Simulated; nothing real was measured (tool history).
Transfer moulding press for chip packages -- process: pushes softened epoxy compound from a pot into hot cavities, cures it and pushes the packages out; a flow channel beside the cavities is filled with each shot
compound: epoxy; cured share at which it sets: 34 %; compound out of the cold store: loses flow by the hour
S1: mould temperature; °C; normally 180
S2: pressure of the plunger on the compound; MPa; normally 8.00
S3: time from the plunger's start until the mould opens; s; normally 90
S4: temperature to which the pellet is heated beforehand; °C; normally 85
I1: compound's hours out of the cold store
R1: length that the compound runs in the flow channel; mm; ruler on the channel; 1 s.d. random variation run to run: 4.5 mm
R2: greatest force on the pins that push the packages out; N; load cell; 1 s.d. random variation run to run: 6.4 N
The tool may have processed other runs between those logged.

run 1 hour=0.0 | S1=180 S2=8.00 S3=90 S4=85 | I1=40.7 | R1=709 R2=391
run 2 hour=14.5 | S1=183 S2=8.00 S3=90 S4=85 | I1=41.7 | R1=700 R2=433
run 3 hour=25.8 | S1=183 S2=8.00 S3=90 S4=85 | I1=13.6 | R1=745 R2=472
run 4 hour=33.1 | S1=183 S2=8.00 S3=90 S4=85 | I1=10.4 | R1=757 R2=485
run 5 hour=42.1 | S1=183 S2=8.00 S3=90 S4=85 | I1=32.4 | R1=706 R2=497
-- hour=53.5 cavities cleaned with cleaning compound and waxed
run 6 hour=54.4 | S1=183 S2=8.00 S3=90 S4=85 | I1=36.2 | R1=705 R2=239
run 7 hour=65.4 | S1=183 S2=8.00 S3=90 S4=85 | I1=47.6 | R1=682 R2=344
run 8 hour=72.6 | S1=183 S2=8.00 S3=90 S4=85 | I1=34.2 | R1=705 R2=392
run 9 hour=85.4 | S1=180 S2=8.00 S3=98 S4=85 | I1=23.4 | R1=738 R2=441
run 10 hour=101.2 | S1=180 S2=8.00 S3=90 S4=85 | I1=17.9 | R1=750 R2=498
run 11 hour=114.3 | S1=180 S2=8.00 S3=90 S4=85 | I1=24.2 | R1=717 R2=557
run 12 hour=122.2 | S1=180 S2=8.00 S3=90 S4=85 | I1=20.5 | R1=734 R2=514
-- hour=126.5 cavities cleaned with cleaning compound and waxed
run 13 hour=140.4 | S1=180 S2=8.00 S3=90 S4=85 | I1=8.4 | R1=759 R2=378
run 14 hour=156.2 | S1=174 S2=8.00 S3=90 S4=85 | I1=41.2 | R1=699 R2=628
run 15 hour=170.0 | S1=180 S2=7.15 S3=90 S4=85 | I1=10.0 | R1=700 R2=516
run 16 hour=187.1 | S1=180 S2=7.15 S3=90 S4=85 | I1=22.8 | R1=675 R2=528
run 17 hour=196.2 | S1=180 S2=7.15 S3=90 S4=85 | I1=28.7 | R1=660 R2=526
-- hour=199.3 cavities cleaned with cleaning compound and waxed
run 18 hour=213.2 | S1=180 S2=9.00 S3=90 S4=85 | I1=38.4 | R1=716 R2=377
run 19 hour=222.7 | S1=185 S2=8.00 S3=90 S4=85 | I1=35.6 | R1=664 R2=393
run 20 hour=234.6 | S1=185 S2=8.00 S3=90 S4=75 | I1=25.2 | R1=688 R2=435
run 21 hour=244.0 | S1=184 S2=8.00 S3=90 S4=86 | I1=46.4 | R1=646 R2=460
run 22 hour=254.4 | S1=184 S2=8.00 S3=90 S4=86 | I1=18.3 | R1=693 R2=491
-- hour=271.7 cavities cleaned with cleaning compound and waxed
run 23 hour=273.2 | S1=183 S2=7.77 S3=98 S4=87 | I1=20.7 | R1=684 R2=247
run 24 hour=288.3 | S1=175 S2=7.77 S3=103 S4=87 | I1=16.4 | R1=720 R2=425
-- hour=291.5 plunger's sealing rings changed
run 25 hour=302.7 | S1=175 S2=7.77 S3=103 S4=87 | I1=30.4 | R1=749 R2=467
run 26 hour=309.9 | S1=177 S2=8.19 S3=100 S4=83 | I1=34.2 | R1=747 R2=479
run 27 hour=325.1 | S1=177 S2=8.19 S3=100 S4=83 | I1=41.2 | R1=724 R2=513

Each row is a separate what-if for the run after 27, all from the same tool condition, not one after another. Results?
run A hour=334.8 | S1=180 S2=8.00 S3=106 S4=85 | I1=38.9 | R1=? R2=?
run B hour=334.8 | S1=175 S2=9.42 S3=87 S4=85 | I1=30.1 | R1=? R2=?
run C hour=334.8 | S1=180 S2=7.94 S3=124 S4=85 | I1=47.1 | R1=? R2=?
run D hour=334.8 | S1=180 S2=8.00 S3=91 S4=85 | I1=47.2 | R1=? R2=?
run E hour=334.8 | S1=180 S2=8.00 S3=72 S4=85 | I1=22.9 | R1=? R2=?

run=A R1=711 R2=464
run=B R1=806 R2=725
run=C R1=689 R2=477
run=D R1=693 R2=517
run=E R1=744 R2=756
Without the tool's unlogged condition, the same runs would have read:
run=A R1=723 R2=217
run=B R1=821 R2=369
run=C R1=701 R2=221
run=D R1=705 R2=250
run=E R1=757 R2=385
